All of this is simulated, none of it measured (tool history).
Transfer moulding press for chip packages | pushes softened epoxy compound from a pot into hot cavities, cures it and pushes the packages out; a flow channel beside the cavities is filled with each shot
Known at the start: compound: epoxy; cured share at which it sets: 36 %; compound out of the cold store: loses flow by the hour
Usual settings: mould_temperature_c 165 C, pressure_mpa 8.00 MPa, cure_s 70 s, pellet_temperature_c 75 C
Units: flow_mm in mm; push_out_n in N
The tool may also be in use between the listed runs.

run	hour	mould_temperature_c	pressure_mpa	cure_s	pellet_temperature_c	incoming compound's hours out of the cold store	flow_mm	push_out_n
1	0.0	165	8.00	70	75	44.7	712	277
2	9.7	165	8.00	70	68	25.1	753	299
3	15.2	165	8.00	70	68	32.0	737	290
4	24.4	165	8.00	69	75	46.1	716	307
5	35.4	165	8.00	69	75	19.5	762	340
6	41.4	165	8.00	69	75	14.6	778	345
# hour 44.7: cavities cleaned with cleaning compound and waxed
7	52.1	160	8.00	69	75	32.9	760	292
8	61.7	160	8.00	69	75	18.4	780	354
9	67.2	165	8.00	69	75	40.5	713	266
10	72.5	165	8.00	69	75	34.5	739	282
11	83.3	165	8.00	69	66	15.2	764	307
12	93.8	165	6.68	70	75	11.6	699	319
13	101.1	165	6.68	70	75	11.4	704	330
# hour 111.4: cavities cleaned with cleaning compound and waxed
14	113.5	165	6.68	70	75	14.8	707	192
15	122.4	172	6.68	70	75	32.8	643	209
16	130.7	163	6.58	55	75	26.0	676	452
17	137.9	165	6.89	70	75	39.2	668	264
18	142.4	157	9.11	60	78	25.2	826	647
# hour 152.6: plunger's sealing rings changed
19	155.1	157	8.39	92	78	31.7	825	300
20	159.7	157	7.91	51	66	36.3	798	1011
21	165.7	167	8.38	51	76	20.3	807	490
22	171.5	167	8.38	108	76	28.7	773	277
23	178.5	168	7.30	66	67	26.9	729	310
# hour 180.6: cavities cleaned with cleaning compound and waxed
24	184.9	168	7.30	66	67	14.3	758	206
25	195.1	168	7.30	66	67	40.0	713	221
26	203.7	165	9.99	70	68	38.0	856	268
27	211.5	169	8.00	70	82	30.3	747	254
28	220.8	163	9.63	91	66	17.4	884	276
29	229.4	163	9.63	91	66	40.3	850	263

3 ways to go on from here, each from the tool as it stands after run 29. What would each give?
A	240.2	163	6.21	91	66	12.7	?	?
B	240.2	168	7.94	107	66	25.6	?	?
C	240.2	165	8.00	103	78	17.3	?	?

run	flow_mm	push_out_n
A	723	285
B	758	287
C	805	285
Without the tool's hidden state the same runs would have given:
run	flow_mm	push_out_n
A	731	166
B	767	170
C	814	168
